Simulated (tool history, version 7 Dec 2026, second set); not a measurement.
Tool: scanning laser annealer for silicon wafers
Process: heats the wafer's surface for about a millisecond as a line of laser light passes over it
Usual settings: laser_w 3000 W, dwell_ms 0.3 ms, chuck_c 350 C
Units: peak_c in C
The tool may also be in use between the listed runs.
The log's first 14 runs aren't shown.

run	hour	laser_w	dwell_ms	chuck_c	hours of work since the window was cleaned	hours of work since the power meter was calibrated	hours of work since the optics were aligned	peak_c
15	111.1	3024	0.3	350	141	170	1524	1150
16	121.8	3024	0.3	350	148	177	1531	1154
17	127.7	3024	0.3	350	152	181	1535	1149
18	135.5	3024	0.3	350	158	187	1541	1150
19	143.5	3000	0.357	350	163	192	1546	1206
20	153.2	3086	0.248	323	170	199	1553	1078
21	162.3	2824	0.325	333	176	205	1559	1108
22	169.9	2753	0.3	358	181	210	1564	1089
23	175.3	2753	0.3	358	185	214	1568	1087
24	185.1	2668	0.273	373	192	221	1575	1053
25	191.2	2668	0.273	373	196	225	1579	1048
26	201.6	3148	0.314	312	203	232	1586	1165
27	206.3	3148	0.314	312	206	235	1589	1161
28	211.7	3109	0.281	350	210	239	1593	1153
29	217.6	3109	0.281	350	214	243	1597	1149
30	225.8	3000	0.249	366	219	249	1602	1098
31	234.9	2604	0.333	315	226	255	1609	1036
32	240.3	2604	0.333	315	229	259	1612	1035
33	249.8	2873	0.364	339	236	265	1619	1172
34	256.8	3205	0.268	368	241	270	1624	1178
35	263.3	3205	0.268	368	245	274	1628	1173
36	274.2	3205	0.268	357	253	282	1636	1165
37	283.3	3205	0.268	357	259	288	1642	1166
38	292.4	3205	0.268	357	265	294	1648	1166

3 ways to go on from here, each from the tool as it stands after run 38. What would each give?
A	301.4	3205	0.259	357	271	300	1654	?
B	301.4	2753	0.298	350	271	300	1654	?
C	301.4	2572	0.364	374	271	300	1654	?

run	peak_c
A	1154
B	1078
C	1114
Without the tool's hidden state the same runs would have given:
run	peak_c
A	1154
B	1079
C	1115
